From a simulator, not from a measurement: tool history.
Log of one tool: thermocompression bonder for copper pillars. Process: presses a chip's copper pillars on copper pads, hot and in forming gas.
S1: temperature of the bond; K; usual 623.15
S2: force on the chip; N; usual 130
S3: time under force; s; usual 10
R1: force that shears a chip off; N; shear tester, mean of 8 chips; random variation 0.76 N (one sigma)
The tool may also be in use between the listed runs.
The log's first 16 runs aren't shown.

run,hour,S1,S2,S3,R1
17,1198.9,607.15,130,10,74.5
18,1271.8,607.15,130,10,74.3
19,1317.9,607.15,130,10,73.8
# hour 1362.5: forming gas filter changed
20,1409.1,607.15,130,10,74.9
21,1454.2,618.15,111,7,63.7
22,1538.9,601.15,78,14,49.7
23,1607.7,643.15,78,26,82.6
24,1686,613.15,102,10,61.5
25,1751,639.15,130,10,89.3
26,1820.8,613.15,121,18,82.4
# hour 1859.7: forming gas filter changed
27,1883.9,617.15,130,10,78.7
28,1943.2,636.15,130,7,79.9
29,2004.2,641.15,129,10,88.1
30,2068.3,641.15,129,10,90.5
31,2109.3,650.15,130,10,90.9
32,2173.4,633.15,89,6,52.6
33,2231.9,612.15,130,7,65.3
34,2284.9,623.15,152,11,88
# hour 2355.2: forming gas filter changed
35,2385,625.15,97,9,61.1
36,2465.3,625.15,97,9,60.4
37,2566.9,630.15,142,17,96.4
38,2630.4,630.15,142,17,96.3

5 ways to go on from here, each from the tool as it stands after run 38. What would each give?
# hour 2690.4: force cell calibrated
A,2725.8,638.15,104,9,?
# hour 2690.4: force cell calibrated
B,2725.8,607.15,142,21,?
# hour 2690.4: force cell calibrated
C,2725.8,630.15,142,7,?
# hour 2690.4: force cell calibrated
D,2725.8,623.15,130,20,?
# hour 2690.4: force cell calibrated
E,2725.8,630.15,104,27,?

run,R1
A,75.4
B,92.3
C,82.8
D,94.8
E,92.6
Without the tool's hidden state the same runs would have given:
run,R1
A,81.6
B,98.5
C,89
D,100.7
E,98.5

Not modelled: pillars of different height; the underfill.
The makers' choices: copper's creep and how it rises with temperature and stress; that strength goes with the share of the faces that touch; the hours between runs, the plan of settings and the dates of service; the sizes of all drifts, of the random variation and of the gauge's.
